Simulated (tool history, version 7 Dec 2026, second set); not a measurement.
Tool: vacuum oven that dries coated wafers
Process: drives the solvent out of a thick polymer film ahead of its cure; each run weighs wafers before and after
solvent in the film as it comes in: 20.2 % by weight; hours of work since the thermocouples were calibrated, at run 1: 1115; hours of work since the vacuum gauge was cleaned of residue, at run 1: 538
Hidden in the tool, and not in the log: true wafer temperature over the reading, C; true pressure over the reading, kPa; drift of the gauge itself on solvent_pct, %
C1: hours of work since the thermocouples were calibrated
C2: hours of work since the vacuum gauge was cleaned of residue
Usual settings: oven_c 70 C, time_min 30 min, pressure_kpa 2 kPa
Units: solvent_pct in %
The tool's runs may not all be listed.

run 1 hour=0 | oven_c=70 time_min=30 pressure_kpa=2 | C1=1115 C2=538 | solvent_pct=1.511
run 2 hour=49.7 | oven_c=70 time_min=30 pressure_kpa=2 | C1=1153 C2=576 | solvent_pct=1.519
run 3 hour=102.1 | oven_c=70 time_min=30 pressure_kpa=1.24 | C1=1192 C2=616 | solvent_pct=1.297
run 4 hour=186.5 | oven_c=70 time_min=30 pressure_kpa=2 | C1=1256 C2=680 | solvent_pct=1.516
run 5 hour=264.2 | oven_c=70 time_min=26 pressure_kpa=2 | C1=1315 C2=738 | solvent_pct=1.928
run 6 hour=333.2 | oven_c=70 time_min=26 pressure_kpa=2 | C1=1367 C2=791 | solvent_pct=1.926
run 7 hour=418.7 | oven_c=70 time_min=26 pressure_kpa=2 | C1=1432 C2=855 | solvent_pct=1.934
run 8 hour=458.1 | oven_c=70 time_min=26 pressure_kpa=6.21 | C1=1462 C2=885 | solvent_pct=3.196
run 9 hour=502.6 | oven_c=70 time_min=28 pressure_kpa=6.21 | C1=1495 C2=919 | solvent_pct=2.973
run 10 hour=578.4 | oven_c=70 time_min=28 pressure_kpa=6.21 | C1=1553 C2=976 | solvent_pct=2.978
-- hour=650.6 oven's thermocouples calibrated
run 11 hour=672.5 | oven_c=77 time_min=30 pressure_kpa=2 | C1=17 C2=1046 | solvent_pct=0.748
-- hour=708.1 vacuum gauge cleaned of residue and calibrated
run 12 hour=740.5 | oven_c=77 time_min=30 pressure_kpa=2 | C1=67 C2=24 | solvent_pct=0.745
run 13 hour=837.6 | oven_c=77 time_min=30 pressure_kpa=2 | C1=140 C2=98 | solvent_pct=0.75
run 14 hour=881.7 | oven_c=77 time_min=30 pressure_kpa=2 | C1=174 C2=131 | solvent_pct=0.737
run 15 hour=953.3 | oven_c=70 time_min=30 pressure_kpa=5.37 | C1=228 C2=186 | solvent_pct=2.569
run 16 hour=993.4 | oven_c=70 time_min=30 pressure_kpa=5.37 | C1=258 C2=216 | solvent_pct=2.543
run 17 hour=1060.9 | oven_c=70 time_min=30 pressure_kpa=5.37 | C1=309 C2=267 | solvent_pct=2.547
run 18 hour=1147.5 | oven_c=70 time_min=30 pressure_kpa=5.37 | C1=375 C2=333 | solvent_pct=2.55

Run 19 comes next. What will it give?
run 19 hour=1239.6 | oven_c=71 time_min=50 pressure_kpa=1.59 | C1=445 C2=402 | solvent_pct=?

Run 19 gave solvent_pct 0.584 %.
Without the tool's hidden state the same run would have given solvent_pct 0.582 %.

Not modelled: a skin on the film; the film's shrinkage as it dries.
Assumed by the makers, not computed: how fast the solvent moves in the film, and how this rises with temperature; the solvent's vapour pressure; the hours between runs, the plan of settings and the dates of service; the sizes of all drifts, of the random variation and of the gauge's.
